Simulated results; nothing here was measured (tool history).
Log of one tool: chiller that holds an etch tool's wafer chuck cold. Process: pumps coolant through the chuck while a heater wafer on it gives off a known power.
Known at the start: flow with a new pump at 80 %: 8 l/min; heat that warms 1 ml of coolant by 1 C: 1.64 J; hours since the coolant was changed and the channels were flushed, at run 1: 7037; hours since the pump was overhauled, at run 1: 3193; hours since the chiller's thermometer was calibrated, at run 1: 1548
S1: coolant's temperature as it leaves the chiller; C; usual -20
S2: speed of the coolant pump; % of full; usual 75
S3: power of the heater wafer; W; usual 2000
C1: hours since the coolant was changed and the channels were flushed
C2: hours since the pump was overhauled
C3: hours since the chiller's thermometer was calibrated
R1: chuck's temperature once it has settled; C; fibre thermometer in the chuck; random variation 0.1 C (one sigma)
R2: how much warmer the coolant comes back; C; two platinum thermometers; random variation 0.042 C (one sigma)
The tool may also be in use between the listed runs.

Run 1, hour 0: usual settings; C1 7037; C2 3193; C3 1548. Result: R1 0.7 C, R2 10.32 C.
Run 2, hour 42.2: usual settings but S1 -17 C; C1 7079; C2 3235; C3 1590. Result: R1 3.8 C, R2 10.33 C.
Run 3, hour 110.8: usual settings but S2 93 % of full; C1 7148; C2 3304; C3 1658. Result: R1 -2.7 C, R2 8.22 C.
Run 4, hour 171.1: usual settings; C1 7208; C2 3364; C3 1719. Result: R1 0.9 C, R2 10.32 C.
Run 5, hour 250.5: usual settings but S2 69 % of full; C1 7288; C2 3443; C3 1798. Result: R1 2.7 C, R2 11.26 C.
Run 6, hour 298.4: usual settings but S2 69 % of full; C1 7336; C2 3491; C3 1846. Result: R1 2.8 C, R2 11.31 C.
Run 7, hour 382.6: usual settings but S2 69 % of full; C1 7420; C2 3575; C3 1930. Result: R1 2.8 C, R2 11.29 C.
Run 8, hour 465.8: usual settings but S2 69 % of full; C1 7503; C2 3659; C3 2013. Result: R1 3.1 C, R2 11.31 C.
Run 9, hour 507.5: usual settings but S1 -15 C, S2 69 % of full, S3 1223 W; C1 7545; C2 3700; C3 2055. Result: R1 -1.1 C, R2 6.91 C.
Run 10, hour 548.4: usual settings but S1 -15 C, S2 69 % of full, S3 1223 W; C1 7586; C2 3741; C3 2096. Result: R1 -0.7 C, R2 6.96 C.
Run 11, hour 625.7: usual settings but S1 -23 C, S2 99 % of full, S3 2505 W; C1 7663; C2 3819; C3 2173. Result: R1 -2.6 C, R2 9.78 C.

Forecast run 12:
Run 12, hour 679.4: usual settings but S1 -23 C, S2 99 % of full, S3 2505 W; C1 7717; C2 3872; C3 2227. Result: R1 ?, R2 ?.

R1: -2.4 C
R2: 9.84 C
Without the tool's hidden state the same run would have given R1 -6.1 C, R2 9.24 C.
